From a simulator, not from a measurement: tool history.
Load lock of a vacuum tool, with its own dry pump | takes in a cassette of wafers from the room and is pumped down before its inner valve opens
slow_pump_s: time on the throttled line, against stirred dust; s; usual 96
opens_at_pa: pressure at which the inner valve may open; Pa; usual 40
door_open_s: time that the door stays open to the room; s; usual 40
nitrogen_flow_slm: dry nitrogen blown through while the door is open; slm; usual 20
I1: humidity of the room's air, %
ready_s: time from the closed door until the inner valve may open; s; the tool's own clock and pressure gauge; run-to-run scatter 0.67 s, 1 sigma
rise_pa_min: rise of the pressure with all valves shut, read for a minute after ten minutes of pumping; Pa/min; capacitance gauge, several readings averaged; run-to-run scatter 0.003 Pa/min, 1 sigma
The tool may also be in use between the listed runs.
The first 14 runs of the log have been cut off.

Run 15, day 42.046: usual settings but slow_pump_s 114 s; I1 46.4. Result: ready_s 163.2 s, rise_pa_min 0.033 Pa/min.
Run 16, day 45.533: usual settings but slow_pump_s 114 s; I1 43.6. Result: ready_s 163.6 s, rise_pa_min 0.033 Pa/min.
Run 17, day 47.483: usual settings but slow_pump_s 114 s; I1 45.4. Result: ready_s 163.2 s, rise_pa_min 0.028 Pa/min.
Run 18, day 51.108: usual settings but slow_pump_s 114 s; I1 43.6. Result: ready_s 163.0 s, rise_pa_min 0.030 Pa/min.
Run 19, day 53.379: usual settings but slow_pump_s 91 s, opens_at_pa 61 Pa, nitrogen_flow_slm 44 slm; I1 48.0. Result: ready_s 140.8 s, rise_pa_min 0.026 Pa/min.
Run 20, day 57.871: usual settings but slow_pump_s 91 s, opens_at_pa 61 Pa, door_open_s 25 s, nitrogen_flow_slm 7 slm; I1 44.2. Result: ready_s 141.3 s, rise_pa_min 0.033 Pa/min.
Run 21, day 61.471: usual settings but slow_pump_s 91 s, opens_at_pa 61 Pa, door_open_s 25 s, nitrogen_flow_slm 7 slm; I1 47.6. Result: ready_s 141.6 s, rise_pa_min 0.034 Pa/min.
Run 22, day 63.738: usual settings but slow_pump_s 91 s, opens_at_pa 61 Pa, door_open_s 25 s, nitrogen_flow_slm 7 slm; I1 42.0. Result: ready_s 142.6 s, rise_pa_min 0.027 Pa/min.
Run 23, day 65.600: usual settings but slow_pump_s 91 s, opens_at_pa 61 Pa, door_open_s 89 s, nitrogen_flow_slm 39 slm; I1 43.1. Result: ready_s 141.5 s, rise_pa_min 0.039 Pa/min.
Run 24, day 68.421: usual settings but slow_pump_s 91 s, opens_at_pa 61 Pa, door_open_s 89 s, nitrogen_flow_slm 39 slm; I1 46.4. Result: ready_s 139.9 s, rise_pa_min 0.045 Pa/min.
Run 25, day 71.962: usual settings but slow_pump_s 91 s, opens_at_pa 77 Pa, door_open_s 89 s, nitrogen_flow_slm 39 slm; I1 43.9. Result: ready_s 140.0 s, rise_pa_min 0.043 Pa/min.
Run 26, day 76.329: usual settings but slow_pump_s 91 s, opens_at_pa 77 Pa, door_open_s 89 s, nitrogen_flow_slm 39 slm; I1 44.4. Result: ready_s 139.9 s, rise_pa_min 0.034 Pa/min.
Run 27, day 79.792: usual settings but slow_pump_s 126 s, opens_at_pa 38 Pa; I1 43.3. Result: ready_s 172.0 s, rise_pa_min 0.033 Pa/min.
Run 28, day 82.225: usual settings but opens_at_pa 35 Pa; I1 48.5. Result: ready_s 151.2 s, rise_pa_min 0.035 Pa/min.
Run 29, day 86.008: usual settings but slow_pump_s 102 s, opens_at_pa 35 Pa, door_open_s 35 s, nitrogen_flow_slm 16 slm; I1 42.7. Result: ready_s 154.6 s, rise_pa_min 0.032 Pa/min.
Run 30, day 90.192: usual settings but slow_pump_s 59 s, opens_at_pa 34 Pa, door_open_s 38 s, nitrogen_flow_slm 23 slm; I1 41.6. Result: ready_s 123.4 s, rise_pa_min 0.032 Pa/min.
Run 31, day 94.700: usual settings but opens_at_pa 51 Pa, door_open_s 113 s; I1 41.8. Result: ready_s 145.8 s, rise_pa_min 0.056 Pa/min.
Run 32, day 98.325: usual settings but slow_pump_s 74 s, opens_at_pa 31 Pa, door_open_s 32 s, nitrogen_flow_slm 26 slm; I1 43.6. Result: ready_s 135.3 s, rise_pa_min 0.019 Pa/min.
Run 33, day 102.171: usual settings but slow_pump_s 74 s, opens_at_pa 31 Pa, door_open_s 32 s, nitrogen_flow_slm 26 slm; I1 44.6. Result: ready_s 134.6 s, rise_pa_min 0.026 Pa/min.
Run 34, day 106.608: usual settings but slow_pump_s 74 s, opens_at_pa 31 Pa, door_open_s 32 s, nitrogen_flow_slm 26 slm; I1 40.2. Result: ready_s 135.8 s, rise_pa_min 0.023 Pa/min.

The next listed run, before its measurement:
Run 35, day 109.362: usual settings but slow_pump_s 127 s, door_open_s 170 s, nitrogen_flow_slm 23 slm; I1 47.6. Result: ready_s ?, rise_pa_min ?.

Logged for run 35: ready_s 173.8 s, rise_pa_min 0.074 Pa/min.
With the hidden condition absent and the run-to-run variation left alone, this run would have shown ready_s 173.7 s, rise_pa_min 0.072 Pa/min.
